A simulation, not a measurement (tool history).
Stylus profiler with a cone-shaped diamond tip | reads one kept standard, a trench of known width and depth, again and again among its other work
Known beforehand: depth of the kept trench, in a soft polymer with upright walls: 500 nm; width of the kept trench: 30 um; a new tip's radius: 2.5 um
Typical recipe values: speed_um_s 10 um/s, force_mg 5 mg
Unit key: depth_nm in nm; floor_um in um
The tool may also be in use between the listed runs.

{"run": 1, "hour": 0.0, "speed_um_s": 10, "force_mg": 5, "depth_nm": 513.14, "floor_um": 25.57}
{"run": 2, "hour": 81.4, "speed_um_s": 10, "force_mg": 5, "depth_nm": 513.27, "floor_um": 25.55}
{"run": 3, "hour": 139.0, "speed_um_s": 5, "force_mg": 5, "depth_nm": 513.03, "floor_um": 25.53}
{"run": 4, "hour": 180.8, "speed_um_s": 27, "force_mg": 5, "depth_nm": 513, "floor_um": 25.44}
{"run": 5, "hour": 233.1, "speed_um_s": 3, "force_mg": 5, "depth_nm": 513.28, "floor_um": 25.57}
{"run": 6, "hour": 281.0, "speed_um_s": 10, "force_mg": 5, "depth_nm": 513.01, "floor_um": 25.53}
{"run": 7, "hour": 332.0, "speed_um_s": 10, "force_mg": 5, "depth_nm": 512.75, "floor_um": 25.46}
{"run": 8, "hour": 389.2, "speed_um_s": 10, "force_mg": 5, "depth_nm": 512.91, "floor_um": 25.51}
{"run": 9, "hour": 457.9, "speed_um_s": 10, "force_mg": 5, "depth_nm": 512.8, "floor_um": 25.42}
{"run": 10, "hour": 506.1, "speed_um_s": 5, "force_mg": 5, "depth_nm": 513.01, "floor_um": 25.49}
{"run": 11, "hour": 540.8, "speed_um_s": 10, "force_mg": 5, "depth_nm": 512.72, "floor_um": 25.38}
{"run": 12, "hour": 594.1, "speed_um_s": 9, "force_mg": 5, "depth_nm": 512.89, "floor_um": 25.3}
{"run": 13, "hour": 633.7, "speed_um_s": 9, "force_mg": 5, "depth_nm": 512.76, "floor_um": 25.36}
{"run": 14, "hour": 697.9, "speed_um_s": 9, "force_mg": 5, "depth_nm": 513.44, "floor_um": 26.9}
{"run": 15, "hour": 737.0, "speed_um_s": 9, "force_mg": 5, "depth_nm": 513.27, "floor_um": 26.83}
{"run": 16, "hour": 807.2, "speed_um_s": 9, "force_mg": 5, "depth_nm": 513.17, "floor_um": 26.8}
{"run": 17, "hour": 857.7, "speed_um_s": 10, "force_mg": 5, "depth_nm": 513.3, "floor_um": 26.78}
{"run": 18, "hour": 918.1, "speed_um_s": 10, "force_mg": 5, "depth_nm": 513.19, "floor_um": 26.8}
{"run": 19, "hour": 979.7, "speed_um_s": 10, "force_mg": 5, "depth_nm": 513.29, "floor_um": 26.78}
{"run": 20, "hour": 1031.4, "speed_um_s": 10, "force_mg": 5, "depth_nm": 512.99, "floor_um": 26.65}
{"run": 21, "hour": 1111.3, "speed_um_s": 4, "force_mg": 2.27, "depth_nm": 507.71, "floor_um": 26.69}
{"run": 22, "hour": 1166.3, "speed_um_s": 4, "force_mg": 8.45, "depth_nm": 518.53, "floor_um": 26.67}
{"run": 23, "hour": 1223.8, "speed_um_s": 21, "force_mg": 14.37, "depth_nm": 526.44, "floor_um": 26.6}
{"run": 24, "hour": 1294.2, "speed_um_s": 21, "force_mg": 14.37, "depth_nm": 526.33, "floor_um": 26.58}
{"run": 25, "hour": 1371.9, "speed_um_s": 16, "force_mg": 4.12, "depth_nm": 511.31, "floor_um": 26.54}
{"run": 26, "hour": 1423.5, "speed_um_s": 16, "force_mg": 4.12, "depth_nm": 511.27, "floor_um": 26.52}
{"run": 27, "hour": 1468.7, "speed_um_s": 16, "force_mg": 4.12, "depth_nm": 511.28, "floor_um": 26.41}
{"run": 28, "hour": 1551.4, "speed_um_s": 32, "force_mg": 12.39, "depth_nm": 523.57, "floor_um": 26.46}
{"run": 29, "hour": 1596.3, "speed_um_s": 8, "force_mg": 14.68, "depth_nm": 526.47, "floor_um": 26.45}
{"run": 30, "hour": 1638.4, "speed_um_s": 4, "force_mg": 3.5, "depth_nm": 509.81, "floor_um": 26.42}
{"run": 31, "hour": 1683.6, "speed_um_s": 4, "force_mg": 3.5, "depth_nm": 509.68, "floor_um": 26.4}
{"run": 32, "hour": 1748.6, "speed_um_s": 3, "force_mg": 8, "depth_nm": 517.22, "floor_um": 26.42}
{"run": 33, "hour": 1820.2, "speed_um_s": 24, "force_mg": 5, "depth_nm": 512.29, "floor_um": 26.25}
{"run": 34, "hour": 1883.0, "speed_um_s": 7, "force_mg": 10.76, "depth_nm": 521.37, "floor_um": 26.35}
{"run": 35, "hour": 1964.4, "speed_um_s": 27, "force_mg": 8.47, "depth_nm": 517.83, "floor_um": 26.22}
{"run": 36, "hour": 2044.4, "speed_um_s": 27, "force_mg": 8.47, "depth_nm": 517.88, "floor_um": 26.19}
{"run": 37, "hour": 2094.0, "speed_um_s": 27, "force_mg": 8.47, "depth_nm": 517.84, "floor_um": 26.14}

The log once held 1 entry between its listed runs, left out of this copy. Where does each go, and what is different about the tool's unlogged condition between the listed run before it and the listed run after it?
Logged between run 13 and run 14: new tip fitted, height scale calibrated (hour 647.9)
  radius of the tip, um: 5.54 -> 2.62; height scale over the true one, %: -0.104 -> 0.034
  measured minus no-state result, depth_nm: -0.53 -> +0.17 nm; floor_um: -1.61 -> -0.08 um
